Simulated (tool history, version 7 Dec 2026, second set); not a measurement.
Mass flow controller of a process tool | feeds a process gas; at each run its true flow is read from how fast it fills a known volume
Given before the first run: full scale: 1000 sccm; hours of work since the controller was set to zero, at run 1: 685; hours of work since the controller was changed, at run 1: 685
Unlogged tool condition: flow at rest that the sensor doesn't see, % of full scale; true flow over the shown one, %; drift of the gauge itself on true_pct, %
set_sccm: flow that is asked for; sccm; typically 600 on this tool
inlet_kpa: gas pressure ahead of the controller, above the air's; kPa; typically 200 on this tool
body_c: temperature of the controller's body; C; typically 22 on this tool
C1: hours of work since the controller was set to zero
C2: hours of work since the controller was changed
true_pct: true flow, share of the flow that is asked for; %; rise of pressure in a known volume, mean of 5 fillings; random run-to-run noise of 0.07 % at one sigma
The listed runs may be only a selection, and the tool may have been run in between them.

{"run": 1, "hour": 0.0, "set_sccm": 600, "inlet_kpa": 200, "body_c": 22, "C1": 685, "C2": 685, "true_pct": 99.38}
{"run": 2, "hour": 115.5, "set_sccm": 600, "inlet_kpa": 200, "body_c": 22, "C1": 756, "C2": 756, "true_pct": 99.59}
{"run": 3, "hour": 182.4, "set_sccm": 600, "inlet_kpa": 200, "body_c": 22, "C1": 797, "C2": 797, "true_pct": 99.59}
{"run": 4, "hour": 303.9, "set_sccm": 600, "inlet_kpa": 200, "body_c": 22, "C1": 871, "C2": 871, "true_pct": 99.53}
{"run": 5, "hour": 399.3, "set_sccm": 600, "inlet_kpa": 200, "body_c": 22, "C1": 930, "C2": 930, "true_pct": 99.45}
{"run": 6, "hour": 529.6, "set_sccm": 600, "inlet_kpa": 200, "body_c": 22, "C1": 1010, "C2": 1010, "true_pct": 99.47}
{"hour": 539.3, "done": "controller's zero set anew"}
{"run": 7, "hour": 658.4, "set_sccm": 600, "inlet_kpa": 200, "body_c": 22, "C1": 73, "C2": 1089, "true_pct": 99.79}
{"run": 8, "hour": 787.1, "set_sccm": 600, "inlet_kpa": 200, "body_c": 22, "C1": 152, "C2": 1168, "true_pct": 99.73}
{"run": 9, "hour": 856.9, "set_sccm": 294, "inlet_kpa": 147, "body_c": 29, "C1": 195, "C2": 1211, "true_pct": 99.61}
{"run": 10, "hour": 933.6, "set_sccm": 294, "inlet_kpa": 147, "body_c": 29, "C1": 242, "C2": 1258, "true_pct": 99.74}
{"run": 11, "hour": 1026.3, "set_sccm": 908, "inlet_kpa": 179, "body_c": 29, "C1": 299, "C2": 1315, "true_pct": 99.97}
{"run": 12, "hour": 1103.4, "set_sccm": 908, "inlet_kpa": 179, "body_c": 29, "C1": 346, "C2": 1362, "true_pct": 100.07}
{"run": 13, "hour": 1250.8, "set_sccm": 908, "inlet_kpa": 179, "body_c": 29, "C1": 437, "C2": 1453, "true_pct": 100.0}
{"hour": 1367.8, "done": "controller's zero set anew, once more"}
{"run": 14, "hour": 1389.9, "set_sccm": 908, "inlet_kpa": 179, "body_c": 29, "C1": 14, "C2": 1538, "true_pct": 99.77}
{"run": 15, "hour": 1528.2, "set_sccm": 574, "inlet_kpa": 181, "body_c": 31, "C1": 99, "C2": 1623, "true_pct": 98.99}

Hidden condition of the tool, last listed run before each entry between runs versus first listed run after:
Run 6 -> run 7: controller's zero set anew (hour 539.3)
  flow at rest that the sensor doesn't see, % of full scale: 0.16 -> 0.26; true flow over the shown one, %: -0.05 -> -0.07
  measured value less the no-hidden-state value, true_pct: +0.21 -> +0.36 %
Run 13 -> run 14: controller's zero set anew, once more (hour 1367.8)
  flow at rest that the sensor doesn't see, % of full scale: 0.317 -> 0.034; true flow over the shown one, %: -0.15 -> -0.17
  measured value less the no-hidden-state value, true_pct: +0.20 -> -0.13 %
